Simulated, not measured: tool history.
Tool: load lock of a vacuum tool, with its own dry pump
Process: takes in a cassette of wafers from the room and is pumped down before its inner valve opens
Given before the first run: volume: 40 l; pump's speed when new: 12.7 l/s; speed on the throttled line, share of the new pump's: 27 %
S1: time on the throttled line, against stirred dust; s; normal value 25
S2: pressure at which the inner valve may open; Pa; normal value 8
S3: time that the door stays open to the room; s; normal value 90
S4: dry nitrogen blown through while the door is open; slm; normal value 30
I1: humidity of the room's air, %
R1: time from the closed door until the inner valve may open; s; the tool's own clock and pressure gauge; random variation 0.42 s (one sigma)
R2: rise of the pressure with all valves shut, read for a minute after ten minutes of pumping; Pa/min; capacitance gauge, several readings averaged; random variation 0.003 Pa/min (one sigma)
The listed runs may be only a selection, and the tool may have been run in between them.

{"run": 1, "hour": 0.0, "S1": 25, "S2": 8, "S3": 90, "S4": 30, "I1": 47.1, "R1": 48.5, "R2": 0.051}
{"run": 2, "hour": 416.9, "S1": 25, "S2": 8, "S3": 90, "S4": 30, "I1": 42, "R1": 48, "R2": 0.046}
{"run": 3, "hour": 948.1, "S1": 25, "S2": 16, "S3": 90, "S4": 30, "I1": 45.7, "R1": 46.5, "R2": 0.053}
{"run": 4, "hour": 1441.6, "S1": 25, "S2": 16, "S3": 90, "S4": 30, "I1": 42.4, "R1": 45.3, "R2": 0.048}
{"run": 5, "hour": 1887.4, "S1": 25, "S2": 8, "S3": 67, "S4": 30, "I1": 45.4, "R1": 48.3, "R2": 0.043}
{"run": 6, "hour": 2327.6, "S1": 25, "S2": 8, "S3": 67, "S4": 30, "I1": 43.1, "R1": 47.3, "R2": 0.045}
{"run": 7, "hour": 2571.4, "S1": 25, "S2": 8, "S3": 67, "S4": 30, "I1": 45.1, "R1": 48.5, "R2": 0.039}
{"run": 8, "hour": 2920.0, "S1": 25, "S2": 8, "S3": 67, "S4": 30, "I1": 47.1, "R1": 47.6, "R2": 0.043}
{"run": 9, "hour": 3272.4, "S1": 33, "S2": 10, "S3": 90, "S4": 27, "I1": 42.9, "R1": 52.7, "R2": 0.053}
{"run": 10, "hour": 3514.0, "S1": 29, "S2": 6, "S3": 90, "S4": 27, "I1": 43.7, "R1": 52.3, "R2": 0.053}
{"run": 11, "hour": 3763.5, "S1": 36, "S2": 10, "S3": 42, "S4": 21, "I1": 42.9, "R1": 55.2, "R2": 0.035}
{"run": 12, "hour": 4333.7, "S1": 14, "S2": 8, "S3": 90, "S4": 30, "I1": 46.3, "R1": 39.5, "R2": 0.045}

4 options for the next run, each taken on its own from the tool as it stands now. Forecast them:
{"run": "A", "hour": 4736.1, "S1": 18, "S2": 7, "S3": 43, "S4": 30, "I1": 43.8, "R1": "?", "R2": "?"}
{"run": "B", "hour": 4736.1, "S1": 18, "S2": 13, "S3": 207, "S4": 30, "I1": 42.8, "R1": "?", "R2": "?"}
{"run": "C", "hour": 4736.1, "S1": 20, "S2": 7, "S3": 90, "S4": 12, "I1": 43.6, "R1": "?", "R2": "?"}
{"run": "D", "hour": 4736.1, "S1": 25, "S2": 8, "S3": 34, "S4": 20, "I1": 44.5, "R1": "?", "R2": "?"}

run=A R1=43.2 R2=0.035
run=B R1=40.8 R2=0.081
run=C R1=44.4 R2=0.067
run=D R1=47.4 R2=0.038
Without the tool's unlogged condition, the same runs would have read:
run=A R1=43.2 R2=0.033
run=B R1=40.8 R2=0.08
run=C R1=44.3 R2=0.065
run=D R1=47.3 R2=0.037
